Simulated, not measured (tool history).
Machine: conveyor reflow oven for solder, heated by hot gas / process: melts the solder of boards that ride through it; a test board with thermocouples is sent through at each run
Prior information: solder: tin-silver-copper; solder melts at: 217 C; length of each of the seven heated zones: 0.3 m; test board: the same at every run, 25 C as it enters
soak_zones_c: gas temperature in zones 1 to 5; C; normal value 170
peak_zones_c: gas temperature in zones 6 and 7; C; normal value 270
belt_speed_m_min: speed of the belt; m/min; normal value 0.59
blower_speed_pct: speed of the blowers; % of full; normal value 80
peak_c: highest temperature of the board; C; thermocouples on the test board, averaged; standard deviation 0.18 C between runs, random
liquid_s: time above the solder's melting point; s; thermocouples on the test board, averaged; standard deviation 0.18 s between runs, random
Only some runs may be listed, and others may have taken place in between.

Run 1, hour 0: usual settings. Result: peak_c 251.6 C, liquid_s 43.7 s.
Run 2, hour 15.5: usual settings. Result: peak_c 251.6 C, liquid_s 43.4 s.
Run 3, hour 28.5: usual settings but peak_zones_c 280 C. Result: peak_c 259.8 C, liquid_s 47.9 s.
Run 4, hour 49: usual settings but soak_zones_c 178 C. Result: peak_c 252.9 C, liquid_s 46.6 s.
Run 5, hour 65: usual settings but soak_zones_c 178 C. Result: peak_c 252.9 C, liquid_s 46.8 s.
Run 6, hour 81.4: usual settings. Result: peak_c 251.7 C, liquid_s 43.5 s.
Run 7, hour 94.6: usual settings. Result: peak_c 251.4 C, liquid_s 43.5 s.
Run 8, hour 107.6: usual settings but blower_speed_pct 64 % of full. Result: peak_c 245.7 C, liquid_s 38.7 s.
Run 9, hour 121.3: usual settings but blower_speed_pct 64 % of full. Result: peak_c 245.7 C, liquid_s 38.4 s.
Run 10, hour 131.9: usual settings. Result: peak_c 251.3 C, liquid_s 43.8 s.
Run 11, hour 141.2: usual settings. Result: peak_c 251.3 C, liquid_s 43.3 s.
Run 12, hour 155.2: usual settings but soak_zones_c 156 C. Result: peak_c 248.3 C, liquid_s 37.7 s.
Run 13, hour 173.7: usual settings but soak_zones_c 156 C. Result: peak_c 248.4 C, liquid_s 38 s.
Run 14, hour 195.4: usual settings but soak_zones_c 156 C. Result: peak_c 248.2 C, liquid_s 38.1 s.
Run 15, hour 209.6: usual settings but soak_zones_c 176 C. Result: peak_c 252.3 C, liquid_s 45.8 s.
Run 16, hour 231.9: usual settings but soak_zones_c 176 C. Result: peak_c 252.5 C, liquid_s 46 s.
Run 17, hour 254.6: usual settings but peak_zones_c 279 C, belt_speed_m_min 0.585 m/min. Result: peak_c 258.9 C, liquid_s 48 s.
Run 18, hour 270.8: usual settings but peak_zones_c 279 C, belt_speed_m_min 0.614 m/min, blower_speed_pct 55 % of full. Result: peak_c 246.2 C, liquid_s 36.6 s.
At hour 276.8: flux residue cleaned out of gas plates and filters.
Run 19, hour 292: usual settings but peak_zones_c 279 C, belt_speed_m_min 0.614 m/min, blower_speed_pct 55 % of full. Result: peak_c 245.3 C, liquid_s 35.9 s.
Run 20, hour 310.5: usual settings but peak_zones_c 279 C, belt_speed_m_min 0.614 m/min, blower_speed_pct 55 % of full. Result: peak_c 245.8 C, liquid_s 35.9 s.
Run 21, hour 326.5: usual settings but soak_zones_c 176 C, peak_zones_c 276 C, blower_speed_pct 50 % of full. Result: peak_c 244.5 C, liquid_s 37.5 s.
Run 22, hour 340: usual settings but soak_zones_c 176 C, peak_zones_c 276 C, blower_speed_pct 50 % of full. Result: peak_c 244.3 C, liquid_s 37.8 s.
At hour 366.3: flux residue cleaned out of gas plates and filters, once more.
Run 23, hour 367.1: usual settings but soak_zones_c 171 C. Result: peak_c 252.1 C, liquid_s 44.6 s.
Run 24, hour 387: usual settings but soak_zones_c 171 C. Result: peak_c 252.2 C, liquid_s 44.2 s.
Run 25, hour 397.7: usual settings but soak_zones_c 171 C. Result: peak_c 251.8 C, liquid_s 44.3 s.
Run 26, hour 411.1: usual settings but soak_zones_c 160 C, peak_zones_c 278 C, belt_speed_m_min 0.549 m/min. Result: peak_c 259.6 C, liquid_s 49.4 s.
Run 27, hour 431.5: usual settings but blower_speed_pct 89 % of full. Result: peak_c 254.3 C, liquid_s 45.5 s.
Run 28, hour 445: usual settings but soak_zones_c 169 C, peak_zones_c 261 C, blower_speed_pct 52 % of full. Result: peak_c 233.8 C, liquid_s 26.3 s.
Run 29, hour 459: usual settings but soak_zones_c 169 C, peak_zones_c 261 C, blower_speed_pct 52 % of full. Result: peak_c 233.6 C, liquid_s 26.1 s.
Run 30, hour 474.2: usual settings but soak_zones_c 169 C, peak_zones_c 261 C, belt_speed_m_min 0.589 m/min, blower_speed_pct 52 % of full. Result: peak_c 233.7 C, liquid_s 26.3 s.

Branching from run 30: 5 alternative next runs. What would each branch give?
Run A, hour 486.2: usual settings but soak_zones_c 178 C, peak_zones_c 277 C, belt_speed_m_min 0.563 m/min, blower_speed_pct 52 % of full. Result: peak_c ?, liquid_s ?.
Run B, hour 486.2: usual settings but peak_zones_c 268 C, blower_speed_pct 87 % of full. Result: peak_c ?, liquid_s ?.
Run C, hour 486.2: usual settings but soak_zones_c 169 C, peak_zones_c 261 C, belt_speed_m_min 0.589 m/min, blower_speed_pct 74 % of full. Result: peak_c ?, liquid_s ?.
Run D, hour 486.2: usual settings but soak_zones_c 169 C, peak_zones_c 261 C, belt_speed_m_min 0.538 m/min, blower_speed_pct 52 % of full. Result: peak_c ?, liquid_s ?.
Run E, hour 486.2: usual settings but belt_speed_m_min 0.526 m/min. Result: peak_c ?, liquid_s ?.

run  peak_c  liquid_s
  A   250.2      45.5
  B   251.9      44.2
  C   242.5      36.8
  D   237.6      34.2
  E   255.7      52.4
Stripped of hidden state, with their random variation kept, the same runs would have yielded:
run  peak_c  liquid_s
  A   248.8      44.1
  B   250.5      43.1
  C     241      35.4
  D   236.1      32.4
  E   254.2      51.1

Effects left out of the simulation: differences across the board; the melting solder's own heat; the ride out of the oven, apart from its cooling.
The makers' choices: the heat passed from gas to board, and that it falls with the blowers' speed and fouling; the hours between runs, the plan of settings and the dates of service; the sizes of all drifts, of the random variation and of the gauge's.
